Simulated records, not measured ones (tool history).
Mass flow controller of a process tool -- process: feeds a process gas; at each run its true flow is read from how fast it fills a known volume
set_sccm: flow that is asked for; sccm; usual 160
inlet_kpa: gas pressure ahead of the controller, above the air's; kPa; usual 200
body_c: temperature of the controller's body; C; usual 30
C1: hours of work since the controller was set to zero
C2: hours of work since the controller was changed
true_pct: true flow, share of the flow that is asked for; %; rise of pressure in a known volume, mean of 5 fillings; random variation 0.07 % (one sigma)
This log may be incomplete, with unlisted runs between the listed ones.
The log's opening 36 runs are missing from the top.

run 37 day=438.696 | set_sccm=40 inlet_kpa=241 body_c=36 | C1=4197 C2=7484 | true_pct=105.50
-- day=441.721 controller's zero set anew
run 38 day=449.942 | set_sccm=41 inlet_kpa=145 body_c=34 | C1=144 C2=7681 | true_pct=101.99
run 39 day=464.571 | set_sccm=41 inlet_kpa=145 body_c=34 | C1=401 C2=7938 | true_pct=102.28
run 40 day=472.704 | set_sccm=153 inlet_kpa=145 body_c=26 | C1=544 C2=8080 | true_pct=103.66
run 41 day=482.417 | set_sccm=153 inlet_kpa=145 body_c=26 | C1=714 C2=8251 | true_pct=103.68
run 42 day=492.283 | set_sccm=54 inlet_kpa=255 body_c=26 | C1=887 C2=8424 | true_pct=103.18
run 43 day=504.158 | set_sccm=54 inlet_kpa=255 body_c=26 | C1=1096 C2=8633 | true_pct=103.40
run 44 day=514.358 | set_sccm=195 inlet_kpa=176 body_c=30 | C1=1275 C2=8812 | true_pct=103.94
-- day=523.317 controller exchanged for a calibrated one
run 45 day=524.721 | set_sccm=69 inlet_kpa=227 body_c=24 | C1=25 C2=25 | true_pct=99.37
run 46 day=534.204 | set_sccm=42 inlet_kpa=146 body_c=20 | C1=191 C2=191 | true_pct=100.23
run 47 day=548.488 | set_sccm=132 inlet_kpa=200 body_c=27 | C1=442 C2=442 | true_pct=99.71
run 48 day=565.217 | set_sccm=46 inlet_kpa=262 body_c=27 | C1=735 C2=735 | true_pct=99.56
run 49 day=576.612 | set_sccm=46 inlet_kpa=262 body_c=27 | C1=935 C2=935 | true_pct=99.98

Consider 3 possible next runs. They are alternatives, not a sequence: every one starts from the tool as it was left by run 49. What does each give?
run A day=591.825 | set_sccm=46 inlet_kpa=148 body_c=27 | C1=1203 C2=1203 | true_pct=?
run B day=591.825 | set_sccm=165 inlet_kpa=144 body_c=30 | C1=1203 C2=1203 | true_pct=?
run C day=591.825 | set_sccm=112 inlet_kpa=171 body_c=27 | C1=1203 C2=1203 | true_pct=?

run=A true_pct=100.92
run=B true_pct=100.53
run=C true_pct=100.55
Take away the tool's hidden state, keep each run's random variation, and the runs would have read:
run=A true_pct=98.95
run=B true_pct=99.52
run=C true_pct=99.36

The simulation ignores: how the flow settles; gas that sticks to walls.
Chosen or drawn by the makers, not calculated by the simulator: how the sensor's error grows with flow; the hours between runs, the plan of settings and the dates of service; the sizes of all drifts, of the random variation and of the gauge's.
